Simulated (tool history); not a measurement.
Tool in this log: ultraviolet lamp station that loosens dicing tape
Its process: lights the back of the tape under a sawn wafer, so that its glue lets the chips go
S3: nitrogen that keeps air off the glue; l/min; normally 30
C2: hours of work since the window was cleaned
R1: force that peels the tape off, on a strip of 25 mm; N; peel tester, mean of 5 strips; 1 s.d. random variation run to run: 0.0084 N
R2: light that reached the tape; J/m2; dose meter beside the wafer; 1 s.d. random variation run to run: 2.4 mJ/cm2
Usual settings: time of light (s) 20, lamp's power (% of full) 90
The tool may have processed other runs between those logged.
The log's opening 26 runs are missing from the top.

run 27 day=32.862 | time_of_light_(s)=35 lamp's_power_(%_of_full)=79 S3=18 | hours_of_work_of_the_lamp=206 C2=142 | R1=0.31 R2=3410
run 28 day=34.362 | time_of_light_(s)=20 lamp's_power_(%_of_full)=92 S3=36 | hours_of_work_of_the_lamp=229 C2=165 | R1=0.38 R2=2200
run 29 day=35.321 | time_of_light_(s)=35 lamp's_power_(%_of_full)=92 S3=36 | hours_of_work_of_the_lamp=244 C2=180 | R1=0.254 R2=3910
run 30 day=37.017 | time_of_light_(s)=35 lamp's_power_(%_of_full)=92 S3=36 | hours_of_work_of_the_lamp=270 C2=207 | R1=0.268 R2=3810
run 31 day=38.504 | time_of_light_(s)=22 lamp's_power_(%_of_full)=69 S3=10 | hours_of_work_of_the_lamp=293 C2=230 | R1=0.955 R2=1760
run 32 day=39.383 | time_of_light_(s)=22 lamp's_power_(%_of_full)=69 S3=10 | hours_of_work_of_the_lamp=307 C2=244 | R1=0.932 R2=1750
run 33 day=40.396 | time_of_light_(s)=30 lamp's_power_(%_of_full)=65 S3=31 | hours_of_work_of_the_lamp=323 C2=259 | R1=0.426 R2=2210
run 34 day=41.604 | time_of_light_(s)=30 lamp's_power_(%_of_full)=65 S3=31 | hours_of_work_of_the_lamp=341 C2=278 | R1=0.408 R2=2180

Consider 5 possible next runs. They are alternatives, not a sequence: every one starts from the tool as it was left by run 34. What does each give?
run A day=43.358 | time_of_light_(s)=11 lamp's_power_(%_of_full)=98 S3=24 | hours_of_work_of_the_lamp=369 C2=305 | R1=? R2=?
run B day=43.358 | time_of_light_(s)=30 lamp's_power_(%_of_full)=64 S3=15 | hours_of_work_of_the_lamp=369 C2=305 | R1=? R2=?
run C day=43.358 | time_of_light_(s)=36 lamp's_power_(%_of_full)=68 S3=27 | hours_of_work_of_the_lamp=369 C2=305 | R1=? R2=?
run D day=43.358 | time_of_light_(s)=17 lamp's_power_(%_of_full)=63 S3=31 | hours_of_work_of_the_lamp=369 C2=305 | R1=? R2=?
run E day=43.358 | time_of_light_(s)=30 lamp's_power_(%_of_full)=65 S3=18 | hours_of_work_of_the_lamp=369 C2=305 | R1=? R2=?

run=A R1=0.99 R2=1180
run=B R1=0.626 R2=2070
run=C R1=0.349 R2=2660
run=D R1=0.882 R2=1160
run=E R1=0.553 R2=2080
Had the tool no hidden state, the same runs would have come out as:
run=A R1=0.714 R2=1560
run=B R1=0.437 R2=2730
run=C R1=0.277 R2=3510
run=D R1=0.63 R2=1530
run=E R1=0.389 R2=2750
